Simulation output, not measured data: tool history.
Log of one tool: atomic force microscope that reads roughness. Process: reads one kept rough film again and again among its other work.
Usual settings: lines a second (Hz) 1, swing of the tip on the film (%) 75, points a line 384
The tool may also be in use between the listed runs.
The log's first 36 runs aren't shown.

run,hour,lines a second (Hz),swing of the tip on the film (%),points a line,pictures with this tip,hours of work since the height scale was calibrated,roughness of the kept film (nm (root mean square))
37,1798.1,0.55,75,332,222,70,2.305
# hour 1814.8: height scale calibrated on a step standard, once more
# hour 1846.5: new tip fitted
38,1847.8,1.63,74,683,2,13,2.214
39,1914.1,1.63,74,683,83,41,2.184
40,1964.9,0.66,81,683,145,61,2.23
41,2019,2.97,75,384,211,84,1.967
42,2069.4,0.99,75,897,273,104,2.187
# hour 2079.5: new tip fitted
43,2140.5,0.99,75,897,74,133,2.274
44,2180.6,0.67,82,824,123,150,2.249
45,2224.7,3.2,62,824,177,168,2.151
46,2295.1,3.2,62,824,263,197,2.109
# hour 2311.9: new tip fitted
47,2333,1.44,63,913,26,212,2.314
48,2376.1,1,77,384,79,230,2.239
49,2405.3,1,87,384,115,242,2.136

Run 50 comes next. What will it give?
50,2464.7,3.03,75,372,187,266,?

Run 50 gave roughness of the kept film (nm (root mean square)) 1.976.
Without the tool's hidden state the same run would have given roughness of the kept film (nm (root mean square)) 2.034.
